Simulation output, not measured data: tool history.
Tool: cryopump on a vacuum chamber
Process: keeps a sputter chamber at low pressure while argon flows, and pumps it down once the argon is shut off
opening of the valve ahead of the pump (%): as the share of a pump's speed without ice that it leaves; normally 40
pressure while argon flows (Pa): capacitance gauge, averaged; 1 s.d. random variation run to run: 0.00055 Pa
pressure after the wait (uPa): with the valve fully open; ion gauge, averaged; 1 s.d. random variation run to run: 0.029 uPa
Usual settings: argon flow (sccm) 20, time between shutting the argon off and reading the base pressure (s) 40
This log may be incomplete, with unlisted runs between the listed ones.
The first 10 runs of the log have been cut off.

| run | day | argon flow (sccm) | time between shutting the argon off and reading the base pressure (s) | opening of the valve ahead of the pump (%) | pressure while argon flows (Pa) | pressure after the wait (uPa) |
|---|---|---|---|---|---|---|
| 11 | 10.358 | 20 | 40 | 49 | 0.0510 | 2.61 |
| 12 | 11.608 | 20 | 40 | 49 | 0.0508 | 2.71 |
| 13 | 12.996 | 20 | 40 | 40 | 0.0626 | 2.72 |
| 14 | 13.975 | 20 | 83 | 40 | 0.0637 | 2.26 |
| 15 | 14.912 | 20 | 219 | 40 | 0.0636 | 1.84 |
| 16 | 16.288 | 19 | 219 | 40 | 0.0605 | 1.89 |
| 17 | 17.304 | 11 | 47 | 40 | 0.0358 | 2.86 |
| 18 | 18.471 | 11 | 47 | 40 | 0.0365 | 2.77 |
| 19 | 19.496 | 10 | 243 | 43 | 0.0304 | 2.05 |
|  | 20.900 | pump warmed up, emptied and cooled again |
| 20 | 20.925 | 10 | 243 | 43 | 0.0267 | 1.56 |
| 21 | 22.342 | 30 | 40 | 48 | 0.0728 | 2.49 |
| 22 | 23.238 | 37 | 75 | 48 | 0.0904 | 2.00 |
| 23 | 24.262 | 15 | 40 | 49 | 0.0362 | 2.50 |
| 24 | 25.442 | 15 | 40 | 49 | 0.0372 | 2.65 |
| 25 | 26.558 | 11 | 74 | 16 | 0.0798 | 2.10 |
| 26 | 27.575 | 11 | 74 | 16 | 0.0797 | 2.12 |
| 27 | 28.308 | 32 | 26 | 56 | 0.0693 | 3.32 |
| 28 | 29.700 | 10 | 40 | 23 | 0.0521 | 2.73 |
| 29 | 31.125 | 9 | 132 | 20 | 0.0527 | 2.04 |
| 30 | 32.175 | 12 | 214 | 33 | 0.0437 | 1.87 |
| 31 | 32.892 | 29 | 170 | 51 | 0.0711 | 2.02 |

Branching from run 31: 3 alternative next runs. What would each branch give?
| A | 33.629 | 11 | 62 | 51 | ? | ? |
| B | 33.629 | 9 | 40 | 51 | ? | ? |
| C | 33.629 | 20 | 109 | 40 | ? | ? |

| run | pressure while argon flows (Pa) | pressure after the wait (uPa) |
|---|---|---|
| A | 0.0278 | 2.44 |
| B | 0.0229 | 2.83 |
| C | 0.0624 | 2.17 |
Stripped of hidden state, with their random variation kept, the same runs would have yielded:
| run | pressure while argon flows (Pa) | pressure after the wait (uPa) |
|---|---|---|
| A | 0.0249 | 0.94 |
| B | 0.0205 | 1.35 |
| C | 0.0571 | 0.66 |

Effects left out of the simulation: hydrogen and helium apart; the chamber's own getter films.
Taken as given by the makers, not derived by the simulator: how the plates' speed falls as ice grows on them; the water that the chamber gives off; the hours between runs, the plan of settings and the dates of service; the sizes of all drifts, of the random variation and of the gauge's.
